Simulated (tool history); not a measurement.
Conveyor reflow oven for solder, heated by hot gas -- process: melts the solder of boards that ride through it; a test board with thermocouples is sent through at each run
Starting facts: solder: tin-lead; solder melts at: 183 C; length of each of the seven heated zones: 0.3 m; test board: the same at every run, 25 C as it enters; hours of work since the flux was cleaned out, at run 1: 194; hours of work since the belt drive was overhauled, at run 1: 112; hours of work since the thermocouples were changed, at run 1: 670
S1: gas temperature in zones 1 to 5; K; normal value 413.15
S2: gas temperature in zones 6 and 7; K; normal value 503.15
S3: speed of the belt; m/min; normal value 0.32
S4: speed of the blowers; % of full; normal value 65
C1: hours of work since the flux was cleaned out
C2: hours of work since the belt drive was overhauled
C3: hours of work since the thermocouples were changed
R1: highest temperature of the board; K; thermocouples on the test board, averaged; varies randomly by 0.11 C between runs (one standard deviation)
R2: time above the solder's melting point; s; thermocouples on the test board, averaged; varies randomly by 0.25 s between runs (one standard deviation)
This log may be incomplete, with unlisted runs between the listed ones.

| run | hour | S1 | S2 | S3 | S4 | C1 | C2 | C3 | R1 | R2 |
|---|---|---|---|---|---|---|---|---|---|---|
| 1 | 0 | 413.15 | 503.15 | 0.32 | 65 | 194 | 112 | 670 | 489.05 | 83.2 |
| 2 | 13.7 | 422.15 | 503.15 | 0.32 | 65 | 200 | 118 | 675 | 490.55 | 90.7 |
| 3 | 29.1 | 422.15 | 503.15 | 0.32 | 65 | 206 | 124 | 682 | 490.45 | 90 |
| 4 | 39.9 | 422.15 | 503.15 | 0.32 | 65 | 211 | 129 | 686 | 490.65 | 90.9 |
| 5 | 49 | 422.15 | 503.15 | 0.32 | 65 | 215 | 132 | 690 | 490.55 | 90.8 |
| 6 | 58.2 | 422.15 | 516.15 | 0.32 | 65 | 218 | 136 | 694 | 501.95 | 101.1 |
| 7 | 74.2 | 413.15 | 503.15 | 0.32 | 65 | 225 | 143 | 700 | 488.95 | 83.7 |
| 8 | 83.2 | 413.15 | 503.15 | 0.32 | 65 | 229 | 147 | 704 | 489.05 | 83.4 |
| 9 | 90.5 | 413.15 | 503.15 | 0.32 | 65 | 232 | 150 | 707 | 488.85 | 83.5 |
| 10 | 98.5 | 413.15 | 503.15 | 0.32 | 65 | 235 | 153 | 711 | 488.85 | 83.3 |
| 11 | 108.3 | 413.15 | 503.15 | 0.32 | 65 | 239 | 157 | 715 | 488.95 | 83.1 |
| 12 | 118.6 | 413.15 | 503.15 | 0.32 | 65 | 244 | 161 | 719 | 488.95 | 83.1 |
| 13 | 125.4 | 413.15 | 503.15 | 0.32 | 65 | 246 | 164 | 722 | 488.75 | 83.5 |
| 14 | 135.8 | 413.15 | 503.15 | 0.32 | 58 | 251 | 168 | 726 | 487.25 | 80.9 |
| 15 | 142.6 | 417.15 | 503.15 | 0.32 | 65 | 253 | 171 | 729 | 489.55 | 86.5 |
| 16 | 154.4 | 405.15 | 503.15 | 0.32 | 65 | 258 | 176 | 734 | 487.15 | 77.1 |
| 17 | 170.4 | 405.15 | 503.15 | 0.32 | 65 | 265 | 183 | 740 | 487.25 | 76.4 |
| 18 | 183.6 | 420.15 | 498.15 | 0.32 | 65 | 271 | 188 | 746 | 485.85 | 83.7 |
| 19 | 195.9 | 420.15 | 498.15 | 0.32 | 65 | 276 | 193 | 751 | 485.65 | 84 |
| 20 | 211.2 | 412.15 | 493.15 | 0.32 | 65 | 282 | 200 | 757 | 479.75 | 70.6 |
|  | 226.2 | thermocouples of zones 6 and 7 changed |
| 21 | 227.1 | 413.15 | 504.15 | 0.376 | 65 | 288 | 206 | 0 | 481.35 | 60.1 |
| 22 | 243 | 413.15 | 504.15 | 0.376 | 65 | 294 | 212 | 7 | 481.35 | 60.5 |
| 23 | 257.2 | 413.15 | 503.15 | 0.268 | 77 | 300 | 218 | 13 | 492.75 | 107.3 |
| 24 | 273.1 | 413.15 | 503.15 | 0.344 | 78 | 307 | 225 | 20 | 485.85 | 74 |
| 25 | 283.8 | 413.15 | 503.15 | 0.344 | 78 | 311 | 229 | 24 | 485.85 | 73.7 |
| 26 | 296.6 | 410.15 | 501.15 | 0.344 | 78 | 317 | 234 | 29 | 483.55 | 69.3 |
| 27 | 306.6 | 406.15 | 510.15 | 0.306 | 83 | 321 | 239 | 33 | 495.35 | 92.3 |
| 28 | 317.7 | 414.15 | 494.15 | 0.361 | 76 | 325 | 243 | 38 | 476.55 | 58.2 |
| 29 | 329.4 | 401.15 | 499.15 | 0.361 | 76 | 330 | 248 | 43 | 477.95 | 53.6 |
| 30 | 342 | 401.15 | 499.15 | 0.361 | 76 | 336 | 253 | 48 | 477.75 | 54.2 |
| 31 | 352.8 | 401.15 | 499.15 | 0.361 | 76 | 340 | 258 | 53 | 478.05 | 53.4 |

Each row is a separate what-if for the run after 31, all from the same tool condition, not one after another. Results?
| A | 364.7 | 401.15 | 499.15 | 0.353 | 76 | 345 | 263 | 58 | ? | ? |
| B | 364.7 | 401.15 | 515.15 | 0.367 | 56 | 345 | 263 | 58 | ? | ? |
| C | 364.7 | 413.15 | 493.15 | 0.263 | 65 | 345 | 263 | 58 | ? | ? |

| run | R1 | R2 |
|---|---|---|
| A | 478.45 | 56.3 |
| B | 485.35 | 61.7 |
| C | 482.75 | 95 |
Without the tool's hidden state the same runs would have given:
| run | R1 | R2 |
|---|---|---|
| A | 481.05 | 60.9 |
| B | 488.25 | 65.3 |
| C | 484.05 | 98 |

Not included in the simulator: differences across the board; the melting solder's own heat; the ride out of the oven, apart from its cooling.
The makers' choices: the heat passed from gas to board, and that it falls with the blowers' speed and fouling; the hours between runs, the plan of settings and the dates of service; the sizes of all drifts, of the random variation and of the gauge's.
